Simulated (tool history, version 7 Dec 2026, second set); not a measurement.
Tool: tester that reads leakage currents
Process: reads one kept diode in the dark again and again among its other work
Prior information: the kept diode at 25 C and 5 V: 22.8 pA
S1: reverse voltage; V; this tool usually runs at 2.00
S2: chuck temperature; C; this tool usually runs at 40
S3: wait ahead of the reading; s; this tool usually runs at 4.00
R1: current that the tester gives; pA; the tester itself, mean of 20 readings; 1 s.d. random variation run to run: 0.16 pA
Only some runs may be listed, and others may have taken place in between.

run 1 hour=0.0 | S1=2.00 S2=40 S3=4.00 | R1=50.97
run 2 hour=102.8 | S1=2.00 S2=40 S3=4.00 | R1=50.83
run 3 hour=197.0 | S1=2.00 S2=40 S3=4.00 | R1=50.34
run 4 hour=342.8 | S1=1.08 S2=40 S3=4.00 | R1=40.07
run 5 hour=476.1 | S1=1.08 S2=40 S3=4.00 | R1=40.43
run 6 hour=614.7 | S1=1.08 S2=40 S3=4.00 | R1=40.07
run 7 hour=754.0 | S1=1.08 S2=28 S3=4.00 | R1=17.63
run 8 hour=884.9 | S1=1.08 S2=28 S3=4.00 | R1=17.81
run 9 hour=963.6 | S1=1.08 S2=28 S3=4.00 | R1=17.75
run 10 hour=1031.2 | S1=2.00 S2=44 S3=4.00 | R1=65.56
run 11 hour=1186.4 | S1=2.00 S2=44 S3=4.00 | R1=65.39
run 12 hour=1345.0 | S1=2.00 S2=44 S3=4.00 | R1=65.26
run 13 hour=1495.2 | S1=2.00 S2=40 S3=4.00 | R1=50.23
run 14 hour=1619.7 | S1=2.00 S2=22 S3=4.00 | R1=15.74
run 15 hour=1686.5 | S1=2.00 S2=22 S3=4.00 | R1=15.73
run 16 hour=1783.1 | S1=7.80 S2=44 S3=4.71 | R1=112.18
run 17 hour=1865.0 | S1=2.00 S2=40 S3=0.33 | R1=52.28

For run 18, what comes out?
run 18 hour=2018.1 | S1=2.00 S2=40 S3=0.33 | R1=?

{"run 18": {"R1": 52.24}}
If the tool had no hidden condition, the same run with the same run-to-run variation would have returned R1 51.65 pA.
